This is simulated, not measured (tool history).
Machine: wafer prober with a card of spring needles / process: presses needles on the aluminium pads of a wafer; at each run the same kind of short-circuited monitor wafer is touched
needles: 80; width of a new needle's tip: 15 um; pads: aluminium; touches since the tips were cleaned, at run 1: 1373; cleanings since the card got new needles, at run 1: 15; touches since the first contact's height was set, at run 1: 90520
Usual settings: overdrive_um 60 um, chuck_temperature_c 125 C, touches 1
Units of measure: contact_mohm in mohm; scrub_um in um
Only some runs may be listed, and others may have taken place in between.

run   hour  overdrive_um  chuck_temperature_c  touches  touches since the tips were cleaned  cleanings since the card got new needles  touches since the first contact's height was set  contact_mohm  scrub_um
  1    0.0            60                  125        1                                 1373                                        15                                             90520           237     13.98
       8.8  -- tips cleaned on abrasive film
      21.9  -- tips cleaned on abrasive film
  2   28.7            57                  125        1                                 2967                                        17                                            103046           268     13.41
      33.8  -- tips cleaned on abrasive film
      46.4  -- tips cleaned on abrasive film
  3   52.4            60                  125        1                                 2672                                        19                                            113414           261     13.73
      59.2  -- tips cleaned on abrasive film
      70.6  -- tips cleaned on abrasive film
  4   81.7            60                  125        1                                 4907                                        21                                            126226           281     13.83
      84.0  -- tips cleaned on abrasive film
      95.9  -- tips cleaned on abrasive film
     109.3  -- tips cleaned on abrasive film
  5  109.3            60                  125        1                                    0                                        24                                            138239           213     13.86
     121.6  -- tips cleaned on abrasive film
  6  132.5            60                   47        1                                 4764                                        25                                            148373           278     13.77
     133.9  -- tips cleaned on abrasive film
     145.5  -- tips cleaned on abrasive film
     157.7  -- tips cleaned on abrasive film
  7  162.4            60                   47        1                                 2042                                        28                                            161398           246     13.62
     170.6  -- tips cleaned on abrasive film
     182.4  -- tips cleaned on abrasive film
  8  182.4            60                   47        1                                    0                                        30                                            170123           196     13.62
     193.8  -- tips cleaned on abrasive film
     206.0  -- tips cleaned on abrasive film
  9  211.2            60                   47        2                                 2283                                        32                                            182723           223     13.87
     219.0  -- tips cleaned on abrasive film
 10  225.4            60                  125        1                                 2786                                        33                                            188912           265     13.46
     232.0  -- tips cleaned on abrasive film
     237.9  -- height of the first contact set anew
 11  242.3            60                   31        2                                 4395                                        34                                              1919           239     14.51
     245.1  -- tips cleaned on abrasive film
     256.5  -- tips cleaned on abrasive film
 12  260.8            71                   31        2                                 1877                                        36                                              9978           203     17.10
     268.1  -- tips cleaned on abrasive film
     280.8  -- tips cleaned on abrasive film
 13  291.3            71                   31        2                                 4594                                        38                                             23298           223     17.01
     292.8  -- tips cleaned on abrasive film
     304.9  -- tips cleaned on abrasive film
 14  313.8            60                   48        3                                 3902                                        40                                             33122           215     14.56
     318.7  -- tips cleaned on abrasive film
     331.5  -- tips cleaned on abrasive film
 15  332.2            79                   73        3                                  328                                        42                                             41135           194     18.89
     343.6  -- tips cleaned on abrasive film
     356.0  -- tips cleaned on abrasive film
 16  361.3            79                   28        3                                 2327                                        44                                             53830           194     19.03
     367.7  -- tips cleaned on abrasive film
 17  374.5            72                   50        2                                 3012                                        45                                             59632           218     17.13
     379.2  -- tips cleaned on abrasive film
 18  387.1            72                   50        2                                 3462                                        46                                             65115           218     17.26
     392.2  -- tips cleaned on abrasive film
     403.9  -- tips cleaned on abrasive film
 19  412.1            79                   50        2                                 3618                                        48                                             76052           212     18.78

Predict each of these 5 candidate next runs independently; none follows another, all start after run 19:
     416.6  -- tips cleaned on abrasive film
     428.3  -- tips cleaned on abrasive film
  A  439.2            79                   37        2                                 4817                                        50                                             87881             ?         ?
     416.6  -- tips cleaned on abrasive film
     428.3  -- tips cleaned on abrasive film
  B  439.2            41                   38        3                                 4817                                        50                                             87881             ?         ?
     416.6  -- tips cleaned on abrasive film
     428.3  -- tips cleaned on abrasive film
  C  439.2            50                   64        2                                 4817                                        50                                             87881             ?         ?
     416.6  -- tips cleaned on abrasive film
     428.3  -- tips cleaned on abrasive film
  D  439.2            60                   93        1                                 4817                                        50                                             87881             ?         ?
     416.6  -- tips cleaned on abrasive film
     428.3  -- tips cleaned on abrasive film
  E  439.2            44                   40        2                                 4817                                        50                                             87881             ?         ?

run  contact_mohm  scrub_um
  A           221     18.97
  B           269      9.43
  C           274     11.82
  D           292     14.00
  E           299     10.39
With the hidden condition removed and each run's random variation left untouched, the same runs would have given:
run  contact_mohm  scrub_um
  A           183     19.43
  B           192      9.88
  C           191     12.28
  D           199     14.45
  E           190     10.85
